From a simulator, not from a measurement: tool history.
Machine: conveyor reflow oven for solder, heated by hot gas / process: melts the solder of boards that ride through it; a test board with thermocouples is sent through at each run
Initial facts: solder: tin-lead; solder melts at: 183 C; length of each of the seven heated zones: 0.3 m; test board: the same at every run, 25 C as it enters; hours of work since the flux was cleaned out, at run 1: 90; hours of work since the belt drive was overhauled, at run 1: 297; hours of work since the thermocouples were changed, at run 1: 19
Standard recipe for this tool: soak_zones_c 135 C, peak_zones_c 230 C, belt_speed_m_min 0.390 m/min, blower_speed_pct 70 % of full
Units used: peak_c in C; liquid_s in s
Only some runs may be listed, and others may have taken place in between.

run	hour	soak_zones_c	peak_zones_c	belt_speed_m_min	blower_speed_pct	hours of work since the flux was cleaned out	hours of work since the belt drive was overhauled	hours of work since the thermocouples were changed	peak_c	liquid_s
1	0.0	135	230	0.390	70	90	297	19	215.7	67.2
2	12.2	135	230	0.390	70	97	304	26	215.7	67.3
3	19.0	135	230	0.390	70	101	308	30	216.5	66.5
4	29.9	135	230	0.390	70	108	315	37	216.1	67.8
5	38.7	135	230	0.390	70	113	320	42	215.0	67.0
6	47.1	143	230	0.390	80	118	325	47	218.4	73.6
# hour 53.6: flux residue cleaned out of gas plates and filters
7	59.8	148	230	0.451	70	4	329	51	212.7	60.3
8	68.1	148	230	0.451	70	9	334	56	212.8	59.8
9	75.4	130	235	0.453	79	13	339	60	216.8	55.7
10	84.7	135	230	0.424	70	18	344	66	213.0	58.6

Each row is a separate what-if for the run after 10, all from the same tool condition, not one after another. Results?
A	98.4	135	230	0.338	72	26	352	74	?	?
B	98.4	135	238	0.389	70	26	352	74	?	?
C	98.4	135	230	0.390	70	26	352	74	?	?
D	98.4	131	230	0.408	79	26	352	74	?	?

run	peak_c	liquid_s
A	218.6	83.3
B	222.4	72.2
C	215.0	66.3
D	214.6	60.5
What these runs would have given with no unlogged condition in the tool:
run	peak_c	liquid_s
A	219.7	84.4
B	223.8	73.3
C	216.3	67.8
D	216.1	62.1
